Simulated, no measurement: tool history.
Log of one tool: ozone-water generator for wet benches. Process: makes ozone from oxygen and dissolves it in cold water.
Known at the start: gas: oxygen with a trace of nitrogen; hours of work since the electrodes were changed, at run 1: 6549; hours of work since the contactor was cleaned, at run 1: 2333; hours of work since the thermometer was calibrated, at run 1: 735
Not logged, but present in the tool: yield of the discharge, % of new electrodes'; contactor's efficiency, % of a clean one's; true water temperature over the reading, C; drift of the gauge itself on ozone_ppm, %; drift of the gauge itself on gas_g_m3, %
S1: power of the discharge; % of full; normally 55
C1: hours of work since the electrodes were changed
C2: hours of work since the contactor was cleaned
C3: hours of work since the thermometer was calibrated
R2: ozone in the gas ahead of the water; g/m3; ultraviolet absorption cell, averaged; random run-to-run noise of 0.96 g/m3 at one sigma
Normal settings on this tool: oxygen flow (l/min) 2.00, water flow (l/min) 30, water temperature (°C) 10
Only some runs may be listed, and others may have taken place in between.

run 1 hour=0.0 | S1=55 oxygen_flow_(l/min)=2.00 water_flow_(l/min)=30 water_temperature_(°C)=10 | C1=6549 C2=2333 C3=735 | dissolved_ozone_(ppm)=6.0 R2=135.5
run 2 hour=88.3 | S1=55 oxygen_flow_(l/min)=2.00 water_flow_(l/min)=30 water_temperature_(°C)=10 | C1=6637 C2=2421 C3=823 | dissolved_ozone_(ppm)=5.7 R2=135.1
run 3 hour=232.4 | S1=55 oxygen_flow_(l/min)=2.00 water_flow_(l/min)=30 water_temperature_(°C)=10 | C1=6781 C2=2565 C3=967 | dissolved_ozone_(ppm)=5.9 R2=135.9
run 4 hour=371.1 | S1=55 oxygen_flow_(l/min)=2.00 water_flow_(l/min)=30 water_temperature_(°C)=10 | C1=6920 C2=2704 C3=1106 | dissolved_ozone_(ppm)=5.9 R2=132.3
run 5 hour=448.5 | S1=55 oxygen_flow_(l/min)=2.00 water_flow_(l/min)=30 water_temperature_(°C)=10 | C1=6997 C2=2781 C3=1183 | dissolved_ozone_(ppm)=5.7 R2=133.3
-- hour=546.4 contactor cleaned
run 6 hour=563.3 | S1=55 oxygen_flow_(l/min)=2.00 water_flow_(l/min)=30 water_temperature_(°C)=10 | C1=7108 C2=17 C3=1294 | dissolved_ozone_(ppm)=5.8 R2=132.8
run 7 hour=665.6 | S1=55 oxygen_flow_(l/min)=2.00 water_flow_(l/min)=30 water_temperature_(°C)=10 | C1=7210 C2=119 C3=1397 | dissolved_ozone_(ppm)=5.7 R2=132.8
run 8 hour=740.8 | S1=55 oxygen_flow_(l/min)=2.00 water_flow_(l/min)=30 water_temperature_(°C)=10 | C1=7285 C2=194 C3=1472 | dissolved_ozone_(ppm)=5.7 R2=134.0
-- hour=875.4 electrodes of the discharge changed
run 9 hour=885.3 | S1=55 oxygen_flow_(l/min)=2.00 water_flow_(l/min)=30 water_temperature_(°C)=10 | C1=10 C2=333 C3=1610 | dissolved_ozone_(ppm)=7.3 R2=165.1
run 10 hour=979.8 | S1=55 oxygen_flow_(l/min)=3.06 water_flow_(l/min)=30 water_temperature_(°C)=10 | C1=104 C2=427 C3=1705 | dissolved_ozone_(ppm)=8.8 R2=139.1
run 11 hour=1157.9 | S1=55 oxygen_flow_(l/min)=3.06 water_flow_(l/min)=30 water_temperature_(°C)=10 | C1=282 C2=605 C3=1883 | dissolved_ozone_(ppm)=8.7 R2=135.2
run 12 hour=1314.5 | S1=55 oxygen_flow_(l/min)=3.06 water_flow_(l/min)=30 water_temperature_(°C)=10 | C1=439 C2=762 C3=2039 | dissolved_ozone_(ppm)=8.7 R2=136.5
run 13 hour=1398.7 | S1=55 oxygen_flow_(l/min)=3.06 water_flow_(l/min)=43 water_temperature_(°C)=10 | C1=523 C2=846 C3=2124 | dissolved_ozone_(ppm)=5.9 R2=135.2
run 14 hour=1571.9 | S1=55 oxygen_flow_(l/min)=3.06 water_flow_(l/min)=43 water_temperature_(°C)=10 | C1=696 C2=1019 C3=2297 | dissolved_ozone_(ppm)=5.6 R2=134.9
run 15 hour=1685.1 | S1=55 oxygen_flow_(l/min)=2.00 water_flow_(l/min)=30 water_temperature_(°C)=10 | C1=810 C2=1133 C3=2410 | dissolved_ozone_(ppm)=7.1 R2=160.0
run 16 hour=1838.2 | S1=55 oxygen_flow_(l/min)=2.00 water_flow_(l/min)=30 water_temperature_(°C)=10 | C1=963 C2=1286 C3=2563 | dissolved_ozone_(ppm)=7.2 R2=159.5
run 17 hour=1950.7 | S1=55 oxygen_flow_(l/min)=2.20 water_flow_(l/min)=30 water_temperature_(°C)=10 | C1=1075 C2=1398 C3=2675 | dissolved_ozone_(ppm)=7.2 R2=154.7
run 18 hour=2076.8 | S1=59 oxygen_flow_(l/min)=2.00 water_flow_(l/min)=30 water_temperature_(°C)=10 | C1=1201 C2=1524 C3=2802 | dissolved_ozone_(ppm)=7.5 R2=170.4
run 19 hour=2180.0 | S1=48 oxygen_flow_(l/min)=1.80 water_flow_(l/min)=30 water_temperature_(°C)=9 | C1=1304 C2=1627 C3=2905 | dissolved_ozone_(ppm)=6.1 R2=146.9
run 20 hour=2305.6 | S1=94 oxygen_flow_(l/min)=1.92 water_flow_(l/min)=30 water_temperature_(°C)=17 | C1=1430 C2=1753 C3=3030 | dissolved_ozone_(ppm)=10.7 R2=267.9
run 21 hour=2469.0 | S1=49 oxygen_flow_(l/min)=1.92 water_flow_(l/min)=24 water_temperature_(°C)=17 | C1=1593 C2=1916 C3=3194 | dissolved_ozone_(ppm)=7.6 R2=145.6
-- hour=2495.4 water thermometer calibrated
run 22 hour=2637.1 | S1=49 oxygen_flow_(l/min)=1.92 water_flow_(l/min)=24 water_temperature_(°C)=17 | C1=1761 C2=2084 C3=142 | dissolved_ozone_(ppm)=7.6 R2=144.6
run 23 hour=2809.1 | S1=82 oxygen_flow_(l/min)=1.92 water_flow_(l/min)=19 water_temperature_(°C)=8 | C1=1933 C2=2256 C3=314 | dissolved_ozone_(ppm)=16.2 R2=226.5
run 24 hour=2917.9 | S1=82 oxygen_flow_(l/min)=1.92 water_flow_(l/min)=19 water_temperature_(°C)=8 | C1=2042 C2=2365 C3=422 | dissolved_ozone_(ppm)=15.7 R2=225.4
run 25 hour=3086.5 | S1=82 oxygen_flow_(l/min)=1.92 water_flow_(l/min)=19 water_temperature_(°C)=8 | C1=2210 C2=2533 C3=591 | dissolved_ozone_(ppm)=15.9 R2=222.7
run 26 hour=3179.2 | S1=64 oxygen_flow_(l/min)=2.00 water_flow_(l/min)=31 water_temperature_(°C)=13 | C1=2303 C2=2626 C3=684 | dissolved_ozone_(ppm)=7.2 R2=177.6
run 27 hour=3355.8 | S1=64 oxygen_flow_(l/min)=2.00 water_flow_(l/min)=31 water_temperature_(°C)=13 | C1=2480 C2=2803 C3=860 | dissolved_ozone_(ppm)=7.6 R2=177.6
-- hour=3429.5 contactor cleaned
run 28 hour=3495.9 | S1=64 oxygen_flow_(l/min)=2.00 water_flow_(l/min)=31 water_temperature_(°C)=13 | C1=2616 C2=66 C3=996 | dissolved_ozone_(ppm)=7.5 R2=175.6
run 29 hour=3570.4 | S1=55 oxygen_flow_(l/min)=3.40 water_flow_(l/min)=30 water_temperature_(°C)=9 | C1=2690 C2=141 C3=1071 | dissolved_ozone_(ppm)=8.6 R2=124.0
run 30 hour=3738.6 | S1=55 oxygen_flow_(l/min)=3.40 water_flow_(l/min)=30 water_temperature_(°C)=9 | C1=2858 C2=309 C3=1239 | dissolved_ozone_(ppm)=8.4 R2=122.3
run 31 hour=3839.4 | S1=55 oxygen_flow_(l/min)=2.00 water_flow_(l/min)=30 water_temperature_(°C)=7 | C1=2959 C2=410 C3=1340 | dissolved_ozone_(ppm)=6.8 R2=151.0
run 32 hour=3998.7 | S1=49 oxygen_flow_(l/min)=1.29 water_flow_(l/min)=30 water_temperature_(°C)=10 | C1=3118 C2=569 C3=1499 | dissolved_ozone_(ppm)=4.9 R2=164.0
run 33 hour=4149.1 | S1=49 oxygen_flow_(l/min)=1.29 water_flow_(l/min)=30 water_temperature_(°C)=10 | C1=3269 C2=720 C3=1649 | dissolved_ozone_(ppm)=4.8 R2=166.1

Entry by entry between the runs, the difference in hidden state between the last listed run before and the first listed run after:
Runs 5 to 6: contactor cleaned (hour 546.4)
  yield of the discharge, % of new electrodes': 77.5 -> 77.1; contactor's efficiency, % of a clean one's: 94.3 -> 99.3; true water temperature over the reading, C: 0.08 -> 0.09
  the result without the hidden state subtracted from the measured one, dissolved ozone (ppm): -1.5 -> -1.4; R2: -30.3 -> -30.6 g/m3
Runs 8 to 9: electrodes of the discharge changed (hour 875.4)
  yield of the discharge, % of new electrodes': 76.5 -> 101; contactor's efficiency, % of a clean one's: 99 -> 98.7; true water temperature over the reading, C: 0.09 -> 0.1
  the result without the hidden state subtracted from the measured one, dissolved ozone (ppm): -1.5 -> +0.0; R2: -31.9 -> +1.3 g/m3
Runs 21 to 22: water thermometer calibrated (hour 2495.4)
  yield of the discharge, % of new electrodes': 95.8 -> 95.3; contactor's efficiency, % of a clean one's: 95.6 -> 95.2; true water temperature over the reading, C: 0.16 -> -0.01
  the result without the hidden state subtracted from the measured one, dissolved ozone (ppm): -0.4 -> -0.4; R2: -4.2 -> -4.8 g/m3
Runs 27 to 28: contactor cleaned (hour 3429.5)
  yield of the discharge, % of new electrodes': 92.9 -> 92.4; contactor's efficiency, % of a clean one's: 93.8 -> 99.1
  the result without the hidden state subtracted from the measured one, dissolved ozone (ppm): -0.7 -> -0.6; R2: -12.5 -> -13.2 g/m3
